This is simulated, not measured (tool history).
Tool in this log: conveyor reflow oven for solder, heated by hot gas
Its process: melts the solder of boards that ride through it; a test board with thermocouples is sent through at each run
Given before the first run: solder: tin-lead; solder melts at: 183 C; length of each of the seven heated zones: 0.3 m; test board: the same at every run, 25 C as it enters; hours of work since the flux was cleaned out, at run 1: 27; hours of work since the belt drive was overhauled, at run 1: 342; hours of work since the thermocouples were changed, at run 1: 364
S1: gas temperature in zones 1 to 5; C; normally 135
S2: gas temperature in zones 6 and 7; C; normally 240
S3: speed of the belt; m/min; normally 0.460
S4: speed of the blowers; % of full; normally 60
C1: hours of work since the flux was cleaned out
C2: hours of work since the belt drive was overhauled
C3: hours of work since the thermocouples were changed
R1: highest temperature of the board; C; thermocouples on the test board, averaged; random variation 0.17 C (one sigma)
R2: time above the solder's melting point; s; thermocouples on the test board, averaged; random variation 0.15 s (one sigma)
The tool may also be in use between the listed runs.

| run | hour | S1 | S2 | S3 | S4 | C1 | C2 | C3 | R1 | R2 |
|---|---|---|---|---|---|---|---|---|---|---|
| 1 | 0.0 | 135 | 240 | 0.460 | 60 | 27 | 342 | 364 | 218.0 | 57.6 |
| 2 | 16.0 | 135 | 240 | 0.460 | 60 | 36 | 351 | 374 | 218.3 | 57.7 |
| 3 | 32.1 | 135 | 240 | 0.460 | 60 | 46 | 360 | 383 | 218.2 | 57.3 |
| 4 | 60.4 | 135 | 240 | 0.460 | 60 | 62 | 377 | 400 | 218.0 | 57.2 |
| 5 | 74.4 | 135 | 240 | 0.460 | 60 | 70 | 385 | 408 | 218.0 | 57.4 |
| 6 | 92.3 | 135 | 240 | 0.460 | 60 | 81 | 396 | 419 | 217.7 | 57.6 |
| 7 | 116.8 | 135 | 240 | 0.460 | 60 | 95 | 410 | 433 | 217.6 | 57.1 |
| 8 | 136.8 | 135 | 240 | 0.460 | 60 | 107 | 422 | 445 | 217.8 | 57.2 |
| 9 | 157.5 | 135 | 240 | 0.460 | 60 | 119 | 434 | 457 | 217.7 | 57.2 |
| 10 | 181.8 | 135 | 240 | 0.460 | 60 | 133 | 448 | 471 | 217.5 | 56.9 |
| 11 | 203.6 | 133 | 240 | 0.460 | 60 | 146 | 461 | 484 | 217.3 | 55.9 |
| 12 | 232.2 | 133 | 240 | 0.460 | 60 | 163 | 478 | 501 | 217.1 | 55.6 |
| 13 | 262.2 | 136 | 240 | 0.460 | 60 | 181 | 495 | 518 | 217.6 | 57.4 |
|  | 267.5 | belt drive overhauled, speed set with a stopwatch |
| 14 | 295.1 | 136 | 240 | 0.460 | 60 | 198 | 16 | 535 | 217.1 | 57.4 |
| 15 | 323.4 | 136 | 240 | 0.460 | 60 | 214 | 33 | 552 | 217.2 | 57.1 |
| 16 | 338.0 | 141 | 233 | 0.460 | 79 | 223 | 41 | 560 | 217.1 | 60.0 |
| 17 | 357.1 | 135 | 238 | 0.460 | 57 | 234 | 53 | 572 | 214.2 | 54.0 |
| 18 | 381.7 | 135 | 245 | 0.460 | 57 | 248 | 67 | 586 | 219.9 | 59.0 |
|  | 397.6 | belt drive overhauled, speed set with a stopwatch, once more |
| 19 | 410.4 | 135 | 245 | 0.460 | 57 | 263 | 8 | 601 | 219.4 | 58.0 |
| 20 | 435.3 | 126 | 245 | 0.509 | 74 | 278 | 22 | 615 | 219.0 | 49.4 |
| 21 | 450.0 | 138 | 240 | 0.460 | 74 | 286 | 31 | 624 | 221.0 | 60.8 |
| 22 | 469.9 | 126 | 238 | 0.460 | 60 | 298 | 42 | 636 | 212.3 | 49.4 |
| 23 | 489.7 | 125 | 252 | 0.537 | 54 | 310 | 54 | 647 | 213.5 | 41.9 |

Selected run-to-run steps in R1, each split into two signed amounts: the part the tool would show with no hidden state at all (from settings, incoming material and random variation), and the remainder, which goes to the hidden state together with any gauge scatter not common to the measured and the hidden-state-free results:
Hidden state at play: heat that the gas passes to the board, % of a clean oven's; belt's true speed, % of the reading; true gas temperature in zones 6 and 7 over the reading, C; drift of the gauge itself on peak_c, C; drift of the gauge itself on liquid_s, %.
Run 17 -> 18: S2 238 -> 245. R1 +5.7 C: hidden state -0.2, all else +5.9.
Run 18 -> 19: belt drive overhauled, speed set with a stopwatch, once more. R1 -0.5 C: hidden state -0.4, all else -0.1.
Run 19 -> 20: S1 135 -> 126, S3 0.460 -> 0.509, S4 57 -> 74. R1 -0.4 C: hidden state -0.6, all else +0.2.
Run 21 -> 22: S1 138 -> 126, S2 240 -> 238, S4 74 -> 60. R1 -8.7 C: hidden state -0.1, all else -8.6.
